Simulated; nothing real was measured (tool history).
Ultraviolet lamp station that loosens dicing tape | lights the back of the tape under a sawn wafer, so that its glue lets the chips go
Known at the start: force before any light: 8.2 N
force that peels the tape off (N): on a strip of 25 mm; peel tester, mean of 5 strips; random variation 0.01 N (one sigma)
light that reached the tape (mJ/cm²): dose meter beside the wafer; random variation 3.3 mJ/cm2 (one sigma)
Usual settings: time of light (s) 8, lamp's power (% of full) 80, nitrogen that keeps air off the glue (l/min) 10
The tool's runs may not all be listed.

run,hour,time of light (s),lamp's power (% of full),nitrogen that keeps air off the glue (l/min),force that peels the tape off (N),light that reached the tape (mJ/cm²)
1,0.0,8,80,10,0.527,486
2,7.3,8,80,5,0.864,494
3,16.8,8,80,5,0.879,494
4,22.7,8,80,5,0.863,480
5,30.3,8,80,9,0.568,488
6,37.8,8,80,9,0.570,488
7,43.8,8,80,9,0.567,488
8,52.2,8,80,16,0.411,484
9,62.3,8,80,5,0.851,486
10,70.1,8,80,5,0.902,486
11,77.0,8,80,5,0.870,486
12,86.7,8,80,10,0.539,482
13,93.2,5,80,10,1.416,304
14,98.1,8,80,10,0.575,486
15,105.0,8,80,10,0.541,481
16,111.3,8,80,10,0.546,484
17,121.3,4,90,8,1.894,274
18,128.7,4,90,8,1.868,273
19,138.5,7,80,10,0.751,421
20,145.4,6,85,7,1.142,380
21,152.7,8,77,10,0.622,465
22,160.6,8,80,4,1.047,481
23,169.2,7,84,12,0.630,435
24,176.2,7,84,12,0.608,439
25,183.4,6,64,10,1.612,284
26,194.7,8,70,11,0.733,412
27,206.0,8,70,11,0.735,416
28,216.6,8,70,11,0.714,411
29,221.6,8,70,11,0.749,408
30,230.7,8,70,11,0.759,413

Some steps in force that peels the tape off (N) between neighbouring runs. How much of each would the tool show without its hidden state too (settings, what came in, random variation), and how much is left for the hidden state, with any gauge scatter that isn't in both results?
The hidden state here: lamp's light, % of a new lamp's; light that the window lets through, % of a clean one's; drift of the gauge itself on peel_n, %; drift of the gauge itself on dose_mj_cm2, %.
Run 16 -> 17: time of light (s) 8 -> 4, lamp's power (% of full) 80 -> 90, nitrogen that keeps air off the glue (l/min) 10 -> 8. force that peels the tape off (N) +1.348: hidden state +0.131, all else +1.217.
Run 18 -> 19: time of light (s) 4 -> 7, lamp's power (% of full) 90 -> 80, nitrogen that keeps air off the glue (l/min) 8 -> 10. force that peels the tape off (N) -1.117: hidden state -0.093, all else -1.024.
Run 24 -> 25: time of light (s) 7 -> 6, lamp's power (% of full) 84 -> 64, nitrogen that keeps air off the glue (l/min) 12 -> 10. force that peels the tape off (N) +1.004: hidden state +0.121, all else +0.883.
Run 25 -> 26: time of light (s) 6 -> 8, lamp's power (% of full) 64 -> 70, nitrogen that keeps air off the glue (l/min) 10 -> 11. force that peels the tape off (N) -0.879: hidden state -0.095, all else -0.784.

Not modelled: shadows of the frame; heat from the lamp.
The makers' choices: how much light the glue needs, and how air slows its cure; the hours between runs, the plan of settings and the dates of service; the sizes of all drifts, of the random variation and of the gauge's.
